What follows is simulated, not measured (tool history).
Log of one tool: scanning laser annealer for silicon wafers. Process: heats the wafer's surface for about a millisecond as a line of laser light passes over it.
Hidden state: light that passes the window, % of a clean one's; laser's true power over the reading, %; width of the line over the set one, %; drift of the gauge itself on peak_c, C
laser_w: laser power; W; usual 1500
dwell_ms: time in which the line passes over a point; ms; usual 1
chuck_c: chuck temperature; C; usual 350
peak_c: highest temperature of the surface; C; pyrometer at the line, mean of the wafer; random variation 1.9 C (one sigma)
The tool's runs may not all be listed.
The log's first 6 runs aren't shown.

| run | hour | laser_w | dwell_ms | chuck_c | hours of work since the window was cleaned | hours of work since the power meter was calibrated | hours of work since the optics were aligned | peak_c |
|---|---|---|---|---|---|---|---|---|
| 7 | 45.1 | 1500 | 1.16 | 350 | 366 | 302 | 186 | 1215 |
| 8 | 51.8 | 1500 | 1.16 | 350 | 370 | 306 | 189 | 1215 |
| 9 | 60.2 | 1500 | 1.16 | 350 | 374 | 310 | 194 | 1211 |
| 10 | 68.1 | 1500 | 1 | 350 | 378 | 314 | 198 | 1162 |
| 11 | 75.6 | 1500 | 1 | 350 | 382 | 318 | 202 | 1158 |
| 12 | 81.8 | 1500 | 1 | 350 | 385 | 321 | 205 | 1159 |
| 13 | 92.6 | 1500 | 1 | 350 | 391 | 327 | 211 | 1161 |
|  | 95.6 | window over the wafer cleaned |
| 14 | 107.3 | 1458 | 1 | 350 | 6 | 334 | 217 | 1120 |
| 15 | 114.5 | 1500 | 1 | 346 | 10 | 337 | 221 | 1136 |
| 16 | 121.9 | 1500 | 1 | 346 | 14 | 341 | 225 | 1141 |
| 17 | 131.7 | 1500 | 1 | 346 | 19 | 346 | 230 | 1138 |
| 18 | 139.4 | 1500 | 0.88 | 350 | 23 | 350 | 234 | 1101 |
|  | 143.2 | window over the wafer cleaned, once more |
| 19 | 150.9 | 1500 | 0.88 | 350 | 4 | 355 | 239 | 1154 |
| 20 | 162.1 | 1500 | 0.88 | 350 | 10 | 361 | 245 | 1149 |
| 21 | 169 | 1500 | 1.08 | 350 | 13 | 365 | 248 | 1223 |
| 22 | 174.9 | 1496 | 0.72 | 350 | 17 | 368 | 252 | 1081 |

Run 23 comes next. What will it give?
| 23 | 183.1 | 1394 | 0.96 | 350 | 21 | 372 | 256 | ? |

Run 23 gave peak_c 1118 C.
Without the tool's hidden state the same run would have given peak_c 1122 C.

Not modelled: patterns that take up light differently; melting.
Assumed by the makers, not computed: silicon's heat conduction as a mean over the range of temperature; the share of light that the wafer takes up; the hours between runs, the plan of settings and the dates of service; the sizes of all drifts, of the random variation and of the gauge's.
